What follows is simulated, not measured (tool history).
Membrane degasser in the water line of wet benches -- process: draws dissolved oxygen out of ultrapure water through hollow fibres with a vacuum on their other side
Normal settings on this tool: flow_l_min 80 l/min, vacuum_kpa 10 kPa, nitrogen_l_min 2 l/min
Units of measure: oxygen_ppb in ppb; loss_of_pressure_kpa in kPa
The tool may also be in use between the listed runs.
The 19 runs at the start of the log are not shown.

run	hour	flow_l_min	vacuum_kpa	nitrogen_l_min	hours since the membrane was changed	hours since the vacuum gauge was calibrated	hours since the vacuum lines were made tight	oxygen_ppb	loss_of_pressure_kpa
20	3922	56	17.7	4.03	3953	3654	3061	456.8	35.29
21	4154.3	56	17.7	4.03	4185	3886	3293	457.5	35.27
22	4415.7	113	17.7	4.03	4447	4148	3555	986.7	71
23	4692.2	94	23.5	5.27	4723	4424	3831	863.5	59.06
24	4868	94	23.5	5.27	4899	4600	4007	845.8	59.12
25	5029.3	94	23.5	5.27	5060	4761	4168	865.5	59.15
26	5204.7	74	15.9	1.33	5236	4937	4344	1212.1	46.7
27	5424.3	79	16.9	1.47	5455	5156	4563	1269.2	49.63
# hour 5525: seals of the vacuum lines changed
28	5559	60	6.1	1.01	5588	5289	34	327.1	37.74
29	5752.4	111	6.1	1.05	5781	5482	227	657	69.94
30	5990.7	111	6.1	1.05	6020	5721	466	640.1	69.36
31	6274.2	124	6.6	0.9	6303	6004	749	877.7	77.37

What if the next run were any one of these 4? Each begins from the tool's condition after run 31:
A	6407.5	65	24	0.91	6436	6137	882	?	?
B	6407.5	124	6.6	1.04	6436	6137	882	?	?
C	6407.5	80	12	3.87	6436	6137	882	?	?
D	6407.5	54	9.9	2.63	6436	6137	882	?	?

run	oxygen_ppb	loss_of_pressure_kpa
A	2120.7	40.74
B	856.4	77.8
C	452.3	50.32
D	308.9	34.01
Without the tool's hidden state the same runs would have given:
run	oxygen_ppb	loss_of_pressure_kpa
A	2119.1	40.68
B	852.3	77.68
C	451	50.25
D	308	33.95

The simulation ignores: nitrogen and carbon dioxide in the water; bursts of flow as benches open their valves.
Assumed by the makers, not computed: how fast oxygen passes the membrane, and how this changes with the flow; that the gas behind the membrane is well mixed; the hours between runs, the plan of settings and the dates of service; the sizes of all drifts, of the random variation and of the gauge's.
